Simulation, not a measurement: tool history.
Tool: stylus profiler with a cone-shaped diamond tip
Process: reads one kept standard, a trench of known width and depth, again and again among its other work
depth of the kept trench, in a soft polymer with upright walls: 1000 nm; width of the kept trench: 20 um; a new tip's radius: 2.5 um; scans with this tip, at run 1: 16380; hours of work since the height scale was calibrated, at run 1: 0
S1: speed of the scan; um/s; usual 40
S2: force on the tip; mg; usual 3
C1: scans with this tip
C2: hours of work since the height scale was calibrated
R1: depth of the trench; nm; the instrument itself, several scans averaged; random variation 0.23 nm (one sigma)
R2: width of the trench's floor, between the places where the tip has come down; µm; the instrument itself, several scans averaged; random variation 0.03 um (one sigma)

run 1 day=0 | S1=40 S2=3 | C1=16380 C2=0 | R1=1012.05 R2=13.49
run 2 day=4.929 | S1=40 S2=2.31 | C1=17052 C2=75 | R1=1010.71 R2=13.4
run 3 day=7.554 | S1=40 S2=1.93 | C1=17410 C2=116 | R1=1009.6 R2=13.33
run 4 day=10.954 | S1=40 S2=1.93 | C1=17874 C2=168 | R1=1010.35 R2=13.26
-- day=14.85 new tip fitted, height scale calibrated
run 5 day=14.85 | S1=22 S2=1.93 | C1=0 C2=0 | R1=1008.77 R2=15.91
run 6 day=18.7 | S1=22 S2=1.93 | C1=525 C2=59 | R1=1008.66 R2=15.79
run 7 day=22.508 | S1=22 S2=1.93 | C1=1044 C2=117 | R1=1008.99 R2=15.72
run 8 day=26.933 | S1=40 S2=3 | C1=1647 C2=185 | R1=1012.54 R2=15.54
run 9 day=29.438 | S1=17 S2=3 | C1=1989 C2=223 | R1=1012.45 R2=15.58
run 10 day=31.762 | S1=40 S2=2.33 | C1=2305 C2=259 | R1=1010.7 R2=15.41
run 11 day=34.162 | S1=40 S2=2.33 | C1=2633 C2=296 | R1=1011.13 R2=15.37
run 12 day=37.812 | S1=40 S2=2.33 | C1=3130 C2=352 | R1=1011.59 R2=15.24
run 13 day=40.621 | S1=40 S2=2.33 | C1=3513 C2=395 | R1=1011.78 R2=15.15
run 14 day=44.488 | S1=40 S2=2.33 | C1=4041 C2=454 | R1=1011.97 R2=15.15
run 15 day=48.358 | S1=40 S2=2.98 | C1=4569 C2=513 | R1=1013.82 R2=15.01
run 16 day=52.5 | S1=40 S2=2.98 | C1=5133 C2=576 | R1=1014.34 R2=14.97
run 17 day=57.362 | S1=22 S2=2.98 | C1=5796 C2=651 | R1=1014.29 R2=14.96
run 18 day=59.571 | S1=22 S2=2.98 | C1=6098 C2=685 | R1=1015.25 R2=14.89
run 19 day=62.258 | S1=22 S2=2.98 | C1=6464 C2=726 | R1=1015.43 R2=14.87
run 20 day=64.567 | S1=40 S2=3 | C1=6779 C2=761 | R1=1014.91 R2=14.81
run 21 day=67.579 | S1=40 S2=3 | C1=7190 C2=807 | R1=1015.65 R2=14.66
run 22 day=72.321 | S1=40 S2=1.07 | C1=7836 C2=880 | R1=1010.42 R2=14.5
-- day=73.746 height scale calibrated on a step standard
run 23 day=75.821 | S1=40 S2=3 | C1=8310 C2=32 | R1=1011.13 R2=14.54
run 24 day=79.288 | S1=83 S2=1.26 | C1=8783 C2=85 | R1=1006.77 R2=14.04
run 25 day=82.883 | S1=58 S2=3.36 | C1=9274 C2=140 | R1=1013.11 R2=14.34
run 26 day=86.238 | S1=58 S2=3.36 | C1=9731 C2=191 | R1=1013.11 R2=14.29
run 27 day=88.25 | S1=35 S2=1.18 | C1=10006 C2=222 | R1=1006.8 R2=14.25
run 28 day=90.325 | S1=35 S2=3.21 | C1=10289 C2=254 | R1=1013.07 R2=14.28
run 29 day=92.654 | S1=16 S2=4.92 | C1=10606 C2=290 | R1=1017.37 R2=14.27
run 30 day=96.55 | S1=16 S2=4.92 | C1=11137 C2=349 | R1=1017.41 R2=14.22
run 31 day=99.254 | S1=17 S2=3.59 | C1=11506 C2=391 | R1=1014.93 R2=14.16
run 32 day=102.525 | S1=16 S2=1.59 | C1=11952 C2=441 | R1=1009.63 R2=14.1
run 33 day=106.638 | S1=16 S2=1.59 | C1=12513 C2=504 | R1=1009.96 R2=14.04
run 34 day=109.029 | S1=17 S2=1.18 | C1=12839 C2=540 | R1=1008.61 R2=14.03
run 35 day=112.604 | S1=23 S2=1.2 | C1=13326 C2=595 | R1=1009.1 R2=13.87
run 36 day=115.158 | S1=23 S2=1.2 | C1=13675 C2=634 | R1=1009.64 R2=13.84
run 37 day=117.308 | S1=23 S2=1.2 | C1=13968 C2=667 | R1=1009.07 R2=13.78
run 38 day=121.379 | S1=152 S2=8.73 | C1=14523 C2=729 | R1=1027.07 R2=13.53
run 39 day=124.317 | S1=152 S2=8.73 | C1=14924 C2=774 | R1=1027.41 R2=13.48
run 40 day=127.654 | S1=152 S2=8.73 | C1=15379 C2=825 | R1=1027.81 R2=13.45
run 41 day=131.712 | S1=152 S2=8.73 | C1=15932 C2=888 | R1=1027.79 R2=13.41

Forecast run 42:
-- day=132.562 height scale calibrated on a step standard
run 42 day=135.25 | S1=152 S2=8.73 | C1=16412 C2=41 | R1=? R2=?

Run 42 gave R1 1023.36 nm, R2 13.25 µm.
Without the tool's hidden state the same run would have given R1 1023.09 nm, R2 15.58 µm.
